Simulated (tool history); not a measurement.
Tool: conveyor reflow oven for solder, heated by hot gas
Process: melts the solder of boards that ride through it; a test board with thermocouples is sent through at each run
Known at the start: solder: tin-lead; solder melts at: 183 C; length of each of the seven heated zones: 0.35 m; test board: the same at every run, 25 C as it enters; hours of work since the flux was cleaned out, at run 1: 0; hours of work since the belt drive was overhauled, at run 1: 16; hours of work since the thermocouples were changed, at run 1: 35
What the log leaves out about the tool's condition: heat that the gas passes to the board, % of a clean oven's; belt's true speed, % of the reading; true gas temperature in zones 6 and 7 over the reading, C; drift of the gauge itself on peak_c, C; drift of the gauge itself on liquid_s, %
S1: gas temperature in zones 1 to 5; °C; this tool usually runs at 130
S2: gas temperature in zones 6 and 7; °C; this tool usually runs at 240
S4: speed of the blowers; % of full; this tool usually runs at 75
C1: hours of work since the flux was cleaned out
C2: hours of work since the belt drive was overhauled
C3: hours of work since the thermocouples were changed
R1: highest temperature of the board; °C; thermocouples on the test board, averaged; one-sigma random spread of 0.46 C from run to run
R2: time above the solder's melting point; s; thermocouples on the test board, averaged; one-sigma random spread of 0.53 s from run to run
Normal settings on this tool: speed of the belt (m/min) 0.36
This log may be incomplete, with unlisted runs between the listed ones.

run 1 hour=0 | S1=130 S2=240 speed_of_the_belt_(m/min)=0.36 S4=75 | C1=0 C2=16 C3=35 | R1=222.9 R2=90.8
run 2 hour=33.5 | S1=130 S2=240 speed_of_the_belt_(m/min)=0.36 S4=75 | C1=20 C2=36 C3=55 | R1=223.4 R2=90.1
run 3 hour=80.2 | S1=130 S2=240 speed_of_the_belt_(m/min)=0.36 S4=75 | C1=48 C2=64 C3=83 | R1=223 R2=90
run 4 hour=104.3 | S1=130 S2=240 speed_of_the_belt_(m/min)=0.36 S4=75 | C1=63 C2=78 C3=97 | R1=222.3 R2=88.7
run 5 hour=157.8 | S1=130 S2=240 speed_of_the_belt_(m/min)=0.293 S4=75 | C1=95 C2=110 C3=129 | R1=228 R2=119.1
run 6 hour=183.8 | S1=130 S2=240 speed_of_the_belt_(m/min)=0.36 S4=75 | C1=110 C2=126 C3=145 | R1=221.9 R2=89.2
run 7 hour=212.8 | S1=122 S2=240 speed_of_the_belt_(m/min)=0.36 S4=75 | C1=128 C2=143 C3=162 | R1=220 R2=83.8
run 8 hour=243.7 | S1=131 S2=235 speed_of_the_belt_(m/min)=0.36 S4=75 | C1=146 C2=162 C3=181 | R1=217.2 R2=84.3
-- hour=252.3 flux residue cleaned out of gas plates and filters
run 9 hour=279.9 | S1=131 S2=235 speed_of_the_belt_(m/min)=0.36 S4=75 | C1=17 C2=180 C3=199 | R1=216.6 R2=83.1
run 10 hour=304.6 | S1=125 S2=242 speed_of_the_belt_(m/min)=0.378 S4=52 | C1=31 C2=195 C3=214 | R1=210.6 R2=67.8
run 11 hour=346.6 | S1=139 S2=250 speed_of_the_belt_(m/min)=0.299 S4=63 | C1=57 C2=220 C3=239 | R1=233.6 R2=124.1
run 12 hour=381 | S1=139 S2=248 speed_of_the_belt_(m/min)=0.384 S4=81 | C1=77 C2=241 C3=260 | R1=227.6 R2=91
run 13 hour=423.8 | S1=139 S2=250 speed_of_the_belt_(m/min)=0.361 S4=80 | C1=103 C2=267 C3=286 | R1=230.8 R2=101
run 14 hour=448.3 | S1=139 S2=250 speed_of_the_belt_(m/min)=0.361 S4=80 | C1=118 C2=281 C3=300 | R1=230.8 R2=100.7

Alternative continuations, all from the tool just after run 14; predict every row:
run A hour=498.6 | S1=139 S2=252 speed_of_the_belt_(m/min)=0.361 S4=60 | C1=148 C2=312 C3=331 | R1=? R2=?
run B hour=498.6 | S1=139 S2=250 speed_of_the_belt_(m/min)=0.313 S4=75 | C1=148 C2=312 C3=331 | R1=? R2=?
run C hour=498.6 | S1=142 S2=232 speed_of_the_belt_(m/min)=0.35 S4=75 | C1=148 C2=312 C3=331 | R1=? R2=?
run D hour=498.6 | S1=137 S2=240 speed_of_the_belt_(m/min)=0.362 S4=64 | C1=148 C2=312 C3=331 | R1=? R2=?

run=A R1=227.6 R2=97.2
run=B R1=234 R2=119.7
run=C R1=216.1 R2=91.1
run=D R1=217.3 R2=85.7
Without the tool's unlogged condition, the same runs would have read:
run=A R1=231.3 R2=100.5
run=B R1=237.4 R2=122
run=C R1=219.4 R2=95.6
run=D R1=220.9 R2=90.1
